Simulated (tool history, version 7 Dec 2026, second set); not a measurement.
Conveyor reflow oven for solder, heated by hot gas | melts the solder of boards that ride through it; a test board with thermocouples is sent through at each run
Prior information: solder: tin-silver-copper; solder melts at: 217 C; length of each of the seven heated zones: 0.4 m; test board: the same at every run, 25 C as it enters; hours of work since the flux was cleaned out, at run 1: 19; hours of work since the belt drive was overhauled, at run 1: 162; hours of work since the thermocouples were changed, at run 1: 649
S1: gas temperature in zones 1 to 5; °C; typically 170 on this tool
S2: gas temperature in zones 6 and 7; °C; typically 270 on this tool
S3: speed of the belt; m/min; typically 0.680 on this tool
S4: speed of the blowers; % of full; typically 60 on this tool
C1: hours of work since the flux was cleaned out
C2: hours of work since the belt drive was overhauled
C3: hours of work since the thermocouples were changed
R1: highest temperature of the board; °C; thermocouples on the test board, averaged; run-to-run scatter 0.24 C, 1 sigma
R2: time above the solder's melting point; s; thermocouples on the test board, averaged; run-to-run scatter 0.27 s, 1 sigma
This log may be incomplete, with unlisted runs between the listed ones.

run,hour,S1,S2,S3,S4,C1,C2,C3,R1,R2
1,0.0,170,270,0.680,60,19,162,649,252.8,52.1
# hour 49.2: thermocouples of zones 6 and 7 changed
2,50.7,185,270,0.680,60,47,190,1,255.7,58.3
3,107.0,185,270,0.680,60,79,222,33,255.3,58.7
4,173.6,185,270,0.680,60,118,261,71,255.7,58.9
5,209.5,170,270,0.680,60,138,281,92,252.9,51.9
6,264.4,170,263,0.680,60,170,313,123,246.9,47.4
7,311.8,158,263,0.680,60,197,340,151,244.5,42.3
8,348.8,170,280,0.680,60,218,361,172,261.5,57.3
9,426.9,170,280,0.680,60,263,406,216,261.6,56.8
10,475.2,170,280,0.680,63,290,434,244,262.8,57.2
11,531.0,170,280,0.680,63,322,465,276,263.5,58.1
12,581.0,170,280,0.680,63,351,494,305,263.2,57.6
13,623.0,170,280,0.680,63,375,518,329,263.1,57.7
14,693.5,170,270,0.773,60,416,559,369,248.5,41.9
# hour 729.5: flux residue cleaned out of gas plates and filters
15,734.6,170,270,0.680,60,3,579,390,253.1,51.6
16,781.1,170,270,0.680,60,30,606,417,253.0,51.9
17,845.1,166,260,0.680,67,66,643,453,246.1,46.6
18,912.1,166,280,0.737,55,105,681,492,255.7,47.2
19,984.0,175,270,0.728,60,146,722,533,252.1,48.9
20,1026.4,170,269,0.680,54,170,747,557,249.7,49.1
21,1078.0,161,270,0.680,60,200,776,587,251.5,48.1
22,1120.3,171,259,0.716,53,224,800,611,238.8,38.0
23,1160.1,171,259,0.716,53,247,823,634,239.7,37.8
# hour 1233.2: thermocouples of zones 6 and 7 changed
24,1234.0,171,259,0.716,53,288,864,0,239.4,37.9
25,1305.1,177,259,0.716,53,329,905,41,241.0,40.5
26,1338.9,177,259,0.716,53,348,924,61,240.8,41.2
27,1399.8,176,275,0.680,53,383,959,95,255.7,54.6
28,1432.2,173,260,0.680,86,402,978,114,251.1,53.8
# hour 1490.9: flux residue cleaned out of gas plates and filters
29,1498.9,169,274,0.680,58,5,1013,149,255.8,53.4
30,1561.5,174,266,0.771,72,40,1049,185,249.9,45.4
31,1635.8,174,266,0.771,72,83,1092,228,250.2,45.4

Here are 4 independent what-if runs from the current tool condition. What would each one return?
A,1697.0,170,272,0.547,85,118,1127,263,?,?
B,1697.0,176,275,0.624,60,118,1127,263,?,?
C,1697.0,170,277,0.618,53,118,1127,263,?,?
D,1697.0,168,270,0.720,79,118,1127,263,?,?

run,R1,R2
A,266.4,76.1
B,261.0,64.3
C,259.5,61.8
D,256.7,51.8
Had the tool no hidden state, the same runs would have come out as:
run,R1,R2
A,266.4,76.0
B,260.9,64.3
C,259.4,61.7
D,256.7,51.7

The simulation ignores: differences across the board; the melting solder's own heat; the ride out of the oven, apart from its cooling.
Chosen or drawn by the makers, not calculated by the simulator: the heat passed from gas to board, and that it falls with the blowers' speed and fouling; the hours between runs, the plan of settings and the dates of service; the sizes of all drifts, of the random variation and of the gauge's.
